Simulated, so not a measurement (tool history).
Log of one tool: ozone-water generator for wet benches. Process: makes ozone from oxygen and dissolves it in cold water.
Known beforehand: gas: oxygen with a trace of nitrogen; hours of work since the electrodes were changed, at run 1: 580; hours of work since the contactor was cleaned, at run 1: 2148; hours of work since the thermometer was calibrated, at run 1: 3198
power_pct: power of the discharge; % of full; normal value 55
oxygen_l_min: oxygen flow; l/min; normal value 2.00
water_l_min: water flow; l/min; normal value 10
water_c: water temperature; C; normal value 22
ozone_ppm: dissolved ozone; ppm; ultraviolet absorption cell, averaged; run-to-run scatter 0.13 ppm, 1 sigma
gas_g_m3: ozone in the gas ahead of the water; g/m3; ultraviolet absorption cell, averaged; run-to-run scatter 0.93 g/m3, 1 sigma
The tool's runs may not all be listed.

run	day	power_pct	oxygen_l_min	water_l_min	water_c	hours of work since the electrodes were changed	hours of work since the contactor was cleaned	hours of work since the thermometer was calibrated	ozone_ppm	gas_g_m3
1	0.000	55	2.00	10	22	580	2148	3198	12.5	157.9
2	1.308	55	2.00	12	22	600	2168	3218	10.7	158.2
3	2.133	55	2.00	12	22	613	2180	3230	10.8	156.9
4	3.254	55	2.00	12	22	630	2197	3247	10.9	158.7
5	3.979	55	2.00	10	22	641	2208	3258	12.4	156.7
6	4.571	55	2.00	10	22	650	2217	3267	12.5	158.3
7	5.362	55	2.00	10	22	662	2229	3279	12.5	157.5
8	5.950	55	2.00	10	22	671	2238	3288	12.6	157.8
9	7.158	55	2.00	10	22	689	2257	3307	12.4	159.3
10	7.958	55	2.00	10	22	701	2269	3319	12.6	157.7
11	8.912	44	2.00	10	22	716	2283	3333	10.2	130.2
12	10.104	56	2.00	10	22	734	2301	3352	12.8	160.1
13	11.154	55	2.00	10	22	750	2317	3368	12.7	158.5
14	12.479	55	2.00	10	22	770	2338	3388	12.6	158.0
15	13.675	58	2.12	7	14	788	2356	3406	19.5	162.9
16	14.571	58	2.63	11	16	802	2369	3420	13.4	144.7
17	15.271	71	2.63	11	28	812	2380	3430	13.6	174.3
18	16.196	75	2.09	10	22	827	2394	3444	16.7	206.1
19	17.392	75	2.09	10	22	845	2412	3462	16.5	207.8
20	18.046	67	2.00	13	29	855	2422	3472	10.8	190.8
21	19.121	67	2.00	13	29	871	2439	3489	10.9	192.5
22	20.346	67	2.00	13	29	890	2457	3507	11.0	191.6
23	21.750	72	2.00	13	19	911	2479	3529	13.0	205.6
# day 22.804: water thermometer calibrated
24	22.925	72	2.00	13	19	929	2496	2	13.2	206.3
25	23.950	46	1.95	12	22	944	2512	17	9.1	138.0
26	25.217	46	1.95	12	16	963	2531	37	9.6	140.1

Below are 3 alternative next runs, each starting from the tool's condition after run 26. Predict each:
A	26.417	46	1.95	12	16	982	2549	55	?	?
B	26.417	55	2.00	10	21	982	2549	55	?	?
C	26.417	90	2.96	15	16	982	2549	55	?	?

run	ozone_ppm	gas_g_m3
A	9.6	139.0
B	12.6	162.2
C	15.3	204.1
The same runs, with their run-to-run variation unchanged, on a tool lacking any hidden condition would have given:
run	ozone_ppm	gas_g_m3
A	9.7	135.7
B	12.6	158.3
C	15.3	199.2
